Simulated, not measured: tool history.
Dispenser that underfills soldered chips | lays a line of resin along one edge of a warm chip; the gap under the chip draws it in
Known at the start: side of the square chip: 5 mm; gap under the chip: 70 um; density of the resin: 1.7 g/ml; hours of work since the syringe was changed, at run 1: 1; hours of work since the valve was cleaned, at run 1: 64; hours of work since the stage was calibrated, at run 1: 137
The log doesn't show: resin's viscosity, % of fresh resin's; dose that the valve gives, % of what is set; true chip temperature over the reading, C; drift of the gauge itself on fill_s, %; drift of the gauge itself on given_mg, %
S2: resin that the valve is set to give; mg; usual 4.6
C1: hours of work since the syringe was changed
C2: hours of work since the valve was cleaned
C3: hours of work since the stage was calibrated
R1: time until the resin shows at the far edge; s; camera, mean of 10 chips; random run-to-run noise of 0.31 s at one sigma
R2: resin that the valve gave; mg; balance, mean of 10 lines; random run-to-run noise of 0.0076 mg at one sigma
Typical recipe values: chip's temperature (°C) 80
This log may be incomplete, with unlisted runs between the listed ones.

Run 1, day 0: usual settings; C1 1; C2 64; C3 137. Result: R1 8.9 s, R2 4.483 mg.
Run 2, day 0.158: usual settings; C1 4; C2 67; C3 139. Result: R1 10.5 s, R2 4.464 mg.
Run 3, day 0.296: usual settings; C1 6; C2 69; C3 142. Result: R1 12 s, R2 4.462 mg.
At day 0.538: new syringe of resin.
Run 4, day 0.571: usual settings; C1 1; C2 73; C3 146. Result: R1 8.8 s, R2 4.465 mg.
Run 5, day 0.779: usual settings; C1 4; C2 77; C3 150. Result: R1 11.1 s, R2 4.448 mg.
Run 6, day 1.083: usual settings but chip's temperature (°C) 87; C1 9; C2 82; C3 155. Result: R1 11.6 s, R2 4.433 mg.
At day 1.154: new syringe of resin.
At day 1.3: dispensing valve cleaned and set on the balance.
Run 7, day 1.433: usual settings but chip's temperature (°C) 87; C1 4; C2 2; C3 160. Result: R1 8.5 s, R2 4.585 mg.
Run 8, day 1.704: usual settings but chip's temperature (°C) 87; C1 9; C2 7; C3 164. Result: R1 10.6 s, R2 4.589 mg.
At day 1.817: new syringe of resin.
Run 9, day 1.867: usual settings but chip's temperature (°C) 72; C1 1; C2 9; C3 167. Result: R1 11.5 s, R2 4.582 mg.
Run 10, day 2.158: usual settings but chip's temperature (°C) 87, S2 4.97 mg; C1 6; C2 14; C3 172. Result: R1 9.1 s, R2 4.932 mg.
Run 11, day 2.325: usual settings but chip's temperature (°C) 90, S2 4.05 mg; C1 9; C2 17; C3 175. Result: R1 9.8 s, R2 4.018 mg.

Forecast each of these 4 alternatives for the next run:
At day 2.446: new syringe of resin.
Run A, day 2.554: usual settings but chip's temperature (°C) 85; C1 2; C2 21; C3 178. Result: R1 ?, R2 ?.
At day 2.446: new syringe of resin.
Run B, day 2.554: usual settings but chip's temperature (°C) 66, S2 4.03 mg; C1 2; C2 21; C3 178. Result: R1 ?, R2 ?.
At day 2.446: new syringe of resin.
Run C, day 2.554: usual settings but chip's temperature (°C) 74, S2 5.67 mg; C1 2; C2 21; C3 178. Result: R1 ?, R2 ?.
At day 2.446: new syringe of resin.
Run D, day 2.554: usual settings but chip's temperature (°C) 90, S2 5.68 mg; C1 2; C2 21; C3 178. Result: R1 ?, R2 ?.

run    R1     R2
  A   7.6  4.554
  B  16.3  4.014
  C  11.2  5.624
  D   6.5  5.634
Without the tool's unlogged condition, the same runs would have read:
run    R1     R2
  A   6.8  4.596
  B  14.8   4.05
  C  10.1  5.675
  D   5.9  5.685

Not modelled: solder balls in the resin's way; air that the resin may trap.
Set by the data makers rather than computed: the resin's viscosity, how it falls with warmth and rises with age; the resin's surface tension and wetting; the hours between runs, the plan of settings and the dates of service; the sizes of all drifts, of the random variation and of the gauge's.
